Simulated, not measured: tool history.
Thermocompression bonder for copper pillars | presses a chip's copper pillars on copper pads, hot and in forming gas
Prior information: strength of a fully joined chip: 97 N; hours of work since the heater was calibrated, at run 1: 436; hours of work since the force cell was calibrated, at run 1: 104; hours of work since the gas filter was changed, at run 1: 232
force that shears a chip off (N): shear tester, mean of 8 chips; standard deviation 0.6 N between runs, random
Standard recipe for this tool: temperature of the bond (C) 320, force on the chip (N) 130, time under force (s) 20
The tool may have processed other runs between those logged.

run    hour  temperature of the bond (C)  force on the chip (N)  time under force (s)  hours of work since the heater was calibrated  hours of work since the force cell was calibrated  hours of work since the gas filter was changed  force that shears a chip off (N)
  1     0.0                          320                    130                    20                                            436                                                104                                             232                              35.9
  2    46.0                          320                    130                    20                                            461                                                130                                             257                              35.2
  3    93.4                          302                    130                    20                                            487                                                156                                             284                              28.0
  4   176.3                          320                    130                    20                                            533                                                201                                             329                              34.7
      252.5  -- heater calibrated with a thermocouple chip
      258.5  -- forming gas filter changed
  5   269.8                          311                    130                    20                                              9                                                252                                               6                              39.3
  6   348.7                          311                    130                    20                                             53                                                295                                              50                              39.4
  7   386.9                          320                    130                    16                                             74                                                316                                              71                              39.6
  8   435.7                          320                    130                    16                                            101                                                343                                              98                              37.4
  9   479.0                          320                    130                    16                                            124                                                367                                             121                              36.7
 10   568.8                          320                    130                    16                                            174                                                416                                             171                              36.5
 11   611.5                          320                    130                    20                                            197                                                440                                             194                              39.5
 12   685.2                          320                    130                    20                                            238                                                480                                             235                              39.4
 13   777.1                          320                    130                    20                                            289                                                531                                             285                              37.2
 14   828.6                          320                    130                    20                                            317                                                559                                             314                              36.0
 15   905.5                          320                    130                    20                                            359                                                601                                             356                              35.9
      938.8  -- forming gas filter changed
 16   996.2                          320                    130                    20                                            409                                                651                                              32                              38.6
 17  1053.3                          298                    130                    20                                            440                                                683                                              63                              29.6
 18  1134.3                          347                    130                    20                                            485                                                727                                             108                              48.9
 19  1195.1                          347                    130                    23                                            518                                                761                                             141                              49.8
 20  1273.1                          347                    130                    23                                            561                                                803                                             184                              49.9
     1298.9  -- heater calibrated with a thermocouple chip
 21  1357.5                          331                    155                    57                                             32                                                849                                             229                              65.4
 22  1438.8                          331                    155                    57                                             77                                                894                                             274                              63.9
 23  1524.9                          331                     96                    57                                            124                                                941                                             322                              52.8
 24  1611.3                          349                    126                    54                                            172                                                989                                             369                              64.8
     1616.1  -- forming gas filter changed
 25  1689.9                          349                    166                    13                                            215                                               1032                                              41                              50.8
 26  1770.2                          349                    166                    13                                            259                                               1076                                              85                              50.9
 27  1825.0                          315                    130                    21                                            289                                               1106                                             115                              37.9
 28  1880.8                          315                     80                    21                                            320                                               1137                                             146                              29.6
 29  1928.6                          291                    168                    16                                            346                                               1163                                             172                              27.5
 30  2015.6                          331                    132                    11                                            394                                               1211                                             220                              33.3
 31  2085.5                          321                    186                    33                                            433                                               1249                                             258                              50.5
 32  2161.9                          342                    148                    42                                            475                                               1291                                             300                              56.5
 33  2240.7                          298                    141                    20                                            518                                               1335                                             344                              26.1
     2291.6  -- forming gas filter changed
 34  2291.6                          298                    141                    20                                            546                                               1362                                               0                              31.0
     2347.7  -- heater calibrated with a thermocouple chip
 35  2371.4                          298                    141                    20                                             13                                               1405                                              43                              34.6
 36  2421.8                          298                    141                    20                                             41                                               1433                                              71                              33.1
 37  2490.0                          298                     89                    11                                             78                                               1471                                             108                              21.2
 38  2573.0                          307                    140                    59                                            124                                               1516                                             154                              51.9
 39  2629.0                          307                    140                    59                                            155                                               1547                                             185                              51.7

Consider 4 possible next runs. They are alternatives, not a sequence: every one starts from the tool as it was left by run 39. What does each give?
  A  2708.8                          321                    130                    20                                            199                                               1591                                             229                                 ?
  B  2708.8                          325                     80                    34                                            199                                               1591                                             229                                 ?
  C  2708.8                          341                    140                    59                                            199                                               1591                                             229                                 ?
  D  2708.8                          307                    129                    59                                            199                                               1591                                             229                                 ?

run  force that shears a chip off (N)
  A                              38.6
  B                              39.1
  C                              66.6
  D                              48.4
Stripped of hidden state, with their random variation kept, the same runs would have yielded:
run  force that shears a chip off (N)
  A                              44.5
  B                              45.1
  C                              74.8
  D                              55.5
